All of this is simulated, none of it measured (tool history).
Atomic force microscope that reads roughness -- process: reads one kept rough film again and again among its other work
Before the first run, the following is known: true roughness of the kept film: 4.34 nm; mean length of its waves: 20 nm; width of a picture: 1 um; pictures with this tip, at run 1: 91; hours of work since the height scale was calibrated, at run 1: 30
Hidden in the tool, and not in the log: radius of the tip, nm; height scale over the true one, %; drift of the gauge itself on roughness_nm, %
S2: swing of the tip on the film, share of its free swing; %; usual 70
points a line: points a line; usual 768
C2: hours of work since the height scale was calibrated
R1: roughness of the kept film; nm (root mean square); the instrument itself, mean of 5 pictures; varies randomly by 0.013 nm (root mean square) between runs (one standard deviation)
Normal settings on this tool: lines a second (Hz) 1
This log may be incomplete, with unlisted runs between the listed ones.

Run 1, hour 0: usual settings; pictures with this tip 91; C2 30. Result: R1 2.284 nm (root mean square).
Run 2, hour 6.2: usual settings but lines a second (Hz) 3.02; pictures with this tip 96; C2 32. Result: R1 2.171 nm (root mean square).
Run 3, hour 12.2: usual settings but lines a second (Hz) 3.02; pictures with this tip 101; C2 35. Result: R1 2.144 nm (root mean square).
Run 4, hour 18: usual settings but lines a second (Hz) 3.02; pictures with this tip 105; C2 37. Result: R1 2.118 nm (root mean square).
Run 5, hour 28.4: usual settings but lines a second (Hz) 3.02; pictures with this tip 113; C2 42. Result: R1 2.081 nm (root mean square).
Run 6, hour 40: usual settings; pictures with this tip 121; C2 46. Result: R1 2.134 nm (root mean square).
Run 7, hour 47.4: usual settings; pictures with this tip 127; C2 50. Result: R1 2.088 nm (root mean square).
Run 8, hour 52.8: usual settings but points a line 426; pictures with this tip 131; C2 52. Result: R1 2.051 nm (root mean square).
Run 9, hour 63.4: usual settings but points a line 426; pictures with this tip 139; C2 56. Result: R1 2.014 nm (root mean square).
Run 10, hour 75: usual settings but lines a second (Hz) 3.91; pictures with this tip 147; C2 61. Result: R1 1.879 nm (root mean square).
Run 11, hour 80.3: usual settings but lines a second (Hz) 3.91; pictures with this tip 151; C2 64. Result: R1 1.873 nm (root mean square).
Run 12, hour 90: usual settings but lines a second (Hz) 3.91; pictures with this tip 159; C2 68. Result: R1 1.835 nm (root mean square).
Run 13, hour 101.6: usual settings but lines a second (Hz) 3.91; pictures with this tip 167; C2 73. Result: R1 1.818 nm (root mean square).
Run 14, hour 114.6: usual settings but lines a second (Hz) 3.91; pictures with this tip 177; C2 78. Result: R1 1.779 nm (root mean square).
Run 15, hour 126.2: usual settings but lines a second (Hz) 3.91; pictures with this tip 186; C2 83. Result: R1 1.74 nm (root mean square).
Run 16, hour 136.3: usual settings but points a line 798; pictures with this tip 193; C2 87. Result: R1 1.81 nm (root mean square).
Run 17, hour 145.4: usual settings but points a line 798; pictures with this tip 200; C2 91. Result: R1 1.778 nm (root mean square).
Run 18, hour 154.8: usual settings but points a line 798; pictures with this tip 207; C2 95. Result: R1 1.751 nm (root mean square).
Run 19, hour 167.8: usual settings but points a line 798; pictures with this tip 217; C2 101. Result: R1 1.738 nm (root mean square).
Run 20, hour 180.1: usual settings but S2 88 %, points a line 296; pictures with this tip 226; C2 106. Result: R1 1.598 nm (root mean square).
Run 21, hour 191.6: usual settings but lines a second (Hz) 1.45, points a line 824; pictures with this tip 234; C2 111. Result: R1 1.655 nm (root mean square).
Run 22, hour 199: usual settings but lines a second (Hz) 1.31, points a line 583; pictures with this tip 240; C2 114. Result: R1 1.638 nm (root mean square).
Run 23, hour 207.4: usual settings but lines a second (Hz) 0.93, S2 78 %, points a line 748; pictures with this tip 246; C2 117. Result: R1 1.626 nm (root mean square).
Run 24, hour 220.6: usual settings but lines a second (Hz) 3.99, S2 57 %, points a line 294; pictures with this tip 256; C2 123. Result: R1 1.532 nm (root mean square).
Run 25, hour 233.1: usual settings but lines a second (Hz) 0.73, S2 59 %, points a line 294; pictures with this tip 265; C2 128. Result: R1 1.547 nm (root mean square).
Run 26, hour 245.7: usual settings but lines a second (Hz) 0.73, S2 59 %, points a line 294; pictures with this tip 275; C2 133. Result: R1 1.517 nm (root mean square).
Run 27, hour 257: usual settings but lines a second (Hz) 0.73, S2 68 %, points a line 294; pictures with this tip 283; C2 138. Result: R1 1.498 nm (root mean square).
At hour 260.5: new tip fitted.
Run 28, hour 266.8: usual settings but S2 83 %, points a line 695; pictures with this tip 4; C2 142. Result: R1 2.861 nm (root mean square).
Run 29, hour 279.9: usual settings but S2 58 %, points a line 905; pictures with this tip 14; C2 148. Result: R1 2.832 nm (root mean square).
Run 30, hour 292.7: usual settings but S2 58 %, points a line 905; pictures with this tip 24; C2 153. Result: R1 2.78 nm (root mean square).
Run 31, hour 299.2: usual settings but lines a second (Hz) 2.94, points a line 450; pictures with this tip 28; C2 156. Result: R1 2.574 nm (root mean square).
Run 32, hour 304.6: usual settings but lines a second (Hz) 2.98, S2 65 %, points a line 450; pictures with this tip 32; C2 158. Result: R1 2.57 nm (root mean square).
Run 33, hour 315.3: usual settings but lines a second (Hz) 1.06, S2 58 %, points a line 406; pictures with this tip 40; C2 163. Result: R1 2.606 nm (root mean square).
Run 34, hour 328.4: usual settings but lines a second (Hz) 2.3, S2 71 %, points a line 494; pictures with this tip 50; C2 168. Result: R1 2.416 nm (root mean square).
Run 35, hour 334.9: usual settings but lines a second (Hz) 2.12, points a line 898; pictures with this tip 55; C2 171. Result: R1 2.442 nm (root mean square).
Run 36, hour 341.4: usual settings but lines a second (Hz) 2.19, S2 59 %, points a line 647; pictures with this tip 60; C2 174. Result: R1 2.43 nm (root mean square).

Some steps in R1, run to run, broken into two amounts with sign: the step expected even without the hidden condition (settings, incoming material, random variation), and the rest, left for the hidden condition together with whatever gauge scatter is not in both the measured and the hidden-condition-free result:
Run 15 -> 16: lines a second (Hz) 3.91 -> 1, points a line 768 -> 798. R1 +0.07 nm (root mean square): hidden state -0.091, all else +0.161.
Run 27 -> 28: lines a second (Hz) 0.73 -> 1, S2 68 -> 83, points a line 294 -> 695, new tip fitted. R1 +1.363 nm (root mean square): hidden state +1.365, all else -0.002.
Run 28 -> 29: S2 83 -> 58, points a line 695 -> 905. R1 -0.029 nm (root mean square): hidden state -0.1, all else +0.071.
Run 30 -> 31: lines a second (Hz) 1 -> 2.94, S2 58 -> 70, points a line 905 -> 450. R1 -0.206 nm (root mean square): hidden state -0.021, all else -0.185.
Run 33 -> 34: lines a second (Hz) 1.06 -> 2.3, S2 58 -> 71, points a line 406 -> 494. R1 -0.19 nm (root mean square): hidden state -0.053, all else -0.137.
